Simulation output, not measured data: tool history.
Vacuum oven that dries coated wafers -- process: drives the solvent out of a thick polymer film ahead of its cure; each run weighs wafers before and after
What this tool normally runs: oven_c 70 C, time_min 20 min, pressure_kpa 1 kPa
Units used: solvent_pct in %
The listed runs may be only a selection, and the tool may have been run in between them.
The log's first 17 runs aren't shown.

| run | day | oven_c | time_min | pressure_kpa | hours of work since the thermocouples were calibrated | hours of work since the vacuum gauge was cleaned of residue | solvent_pct |
|---|---|---|---|---|---|---|---|
| 18 | 13.162 | 70 | 20 | 1 | 649 | 505 | 1.98 |
| 19 | 13.929 | 55 | 20 | 1 | 659 | 515 | 6.03 |
| 20 | 14.971 | 55 | 16 | 0.55 | 672 | 529 | 7.01 |
| 21 | 16.017 | 55 | 16 | 0.55 | 686 | 543 | 6.94 |
|  | 16.204 | oven's thermocouples calibrated |
| 22 | 16.642 | 83 | 12 | 3.59 | 6 | 550 | 1.86 |
| 23 | 17.467 | 83 | 12 | 3.59 | 17 | 561 | 1.89 |
| 24 | 18.138 | 83 | 12 | 3.59 | 25 | 569 | 1.81 |
| 25 | 18.688 | 78 | 13 | 1.55 | 33 | 577 | 2.12 |
| 26 | 19.483 | 59 | 19 | 1.31 | 43 | 587 | 5.14 |
| 27 | 19.996 | 64 | 29 | 2.84 | 50 | 594 | 2.69 |
| 28 | 20.7 | 75 | 17 | 1.63 | 59 | 603 | 1.81 |
| 29 | 21.7 | 65 | 13 | 3.76 | 72 | 616 | 6.19 |
| 30 | 22.508 | 65 | 19 | 2.37 | 83 | 627 | 3.96 |
| 31 | 23.267 | 65 | 19 | 2.37 | 93 | 637 | 3.91 |
| 32 | 24.038 | 65 | 19 | 2.37 | 103 | 647 | 3.84 |
| 33 | 25.046 | 65 | 19 | 2.37 | 116 | 660 | 3.9 |
| 34 | 25.821 | 65 | 19 | 2.37 | 126 | 670 | 3.92 |
| 35 | 26.562 | 65 | 19 | 2.37 | 136 | 680 | 3.84 |
| 36 | 27.592 | 65 | 19 | 2.37 | 149 | 693 | 3.94 |
| 37 | 28.633 | 70 | 20 | 2.11 | 163 | 707 | 2.32 |
| 38 | 29.783 | 70 | 20 | 2.11 | 178 | 722 | 2.36 |

Each row is a separate what-if for the run after 38, all from the same tool condition, not one after another. Results?
| A | 30.829 | 78 | 24 | 1 | 192 | 736 | ? |
| B | 30.829 | 57 | 20 | 3.15 | 192 | 736 | ? |
| C | 30.829 | 58 | 23 | 1.03 | 192 | 736 | ? |
| D | 30.829 | 70 | 20 | 1.66 | 192 | 736 | ? |
| E | 30.829 | 70 | 20 | 2.77 | 192 | 736 | ? |

| run | solvent_pct |
|---|---|
| A | 0.5 |
| B | 6.45 |
| C | 4.39 |
| D | 2.13 |
| E | 2.47 |
Stripped of hidden state, with their random variation kept, the same runs would have yielded:
| run | solvent_pct |
|---|---|
| A | 0.5 |
| B | 6.44 |
| C | 4.38 |
| D | 2.13 |
| E | 2.47 |
